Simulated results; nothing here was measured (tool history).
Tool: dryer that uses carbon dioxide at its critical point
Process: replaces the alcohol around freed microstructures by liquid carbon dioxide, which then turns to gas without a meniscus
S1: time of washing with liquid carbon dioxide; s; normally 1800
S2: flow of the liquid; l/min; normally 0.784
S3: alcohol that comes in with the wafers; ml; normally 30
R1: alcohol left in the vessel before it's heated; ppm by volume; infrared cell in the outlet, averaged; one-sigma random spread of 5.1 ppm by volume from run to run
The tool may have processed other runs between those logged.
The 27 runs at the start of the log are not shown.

{"run": 28, "hour": 320.3, "S1": 1800, "S2": 1.07, "S3": 31, "R1": 154}
{"run": 29, "hour": 334.0, "S1": 2100, "S2": 1.07, "S3": 31, "R1": 155}
{"run": 30, "hour": 344.4, "S1": 2640, "S2": 0.708, "S3": 31, "R1": 162}
{"run": 31, "hour": 359.4, "S1": 2220, "S2": 0.645, "S3": 30, "R1": 207}
{"run": 32, "hour": 369.4, "S1": 1200, "S2": 0.784, "S3": 42, "R1": 584}
{"run": 33, "hour": 385.2, "S1": 1080, "S2": 0.93, "S3": 42, "R1": 464}
{"run": 34, "hour": 391.9, "S1": 1080, "S2": 0.93, "S3": 42, "R1": 460}
{"run": 35, "hour": 401.5, "S1": 1800, "S2": 0.586, "S3": 30, "R1": 386}
{"run": 36, "hour": 416.8, "S1": 1800, "S2": 0.586, "S3": 30, "R1": 386}
{"run": 37, "hour": 430.1, "S1": 1800, "S2": 0.586, "S3": 30, "R1": 390}
{"run": 38, "hour": 436.8, "S1": 1800, "S2": 0.963, "S3": 24, "R1": 182}
{"run": 39, "hour": 448.7, "S1": 1800, "S2": 0.963, "S3": 24, "R1": 188}
{"run": 40, "hour": 457.7, "S1": 1800, "S2": 0.963, "S3": 24, "R1": 184}
{"run": 41, "hour": 473.1, "S1": 1800, "S2": 0.624, "S3": 34, "R1": 370}
{"run": 42, "hour": 483.2, "S1": 1560, "S2": 0.673, "S3": 29, "R1": 386}
{"run": 43, "hour": 497.6, "S1": 1440, "S2": 0.515, "S3": 29, "R1": 790}
{"run": 44, "hour": 508.2, "S1": 1440, "S2": 0.515, "S3": 29, "R1": 828}
{"run": 45, "hour": 516.5, "S1": 1440, "S2": 0.515, "S3": 29, "R1": 848}
{"run": 46, "hour": 530.7, "S1": 1260, "S2": 0.819, "S3": 29, "R1": 410}

Alternative continuations, all from the tool just after run 46; predict every row:
{"run": "A", "hour": 545.9, "S1": 1320, "S2": 0.756, "S3": 30, "R1": "?"}
{"run": "B", "hour": 545.9, "S1": 1260, "S2": 0.637, "S3": 94, "R1": "?"}
{"run": "C", "hour": 545.9, "S1": 1800, "S2": 0.765, "S3": 30, "R1": "?"}
{"run": "D", "hour": 545.9, "S1": 2880, "S2": 0.627, "S3": 98, "R1": "?"}
{"run": "E", "hour": 545.9, "S1": 2040, "S2": 0.833, "S3": 29, "R1": "?"}

run=A R1=440
run=B R1=1811
run=C R1=249
run=D R1=246
run=E R1=208
Without the tool's hidden state the same runs would have given:
run=A R1=231
run=B R1=1468
run=C R1=63
run=D R1=58
run=E R1=24

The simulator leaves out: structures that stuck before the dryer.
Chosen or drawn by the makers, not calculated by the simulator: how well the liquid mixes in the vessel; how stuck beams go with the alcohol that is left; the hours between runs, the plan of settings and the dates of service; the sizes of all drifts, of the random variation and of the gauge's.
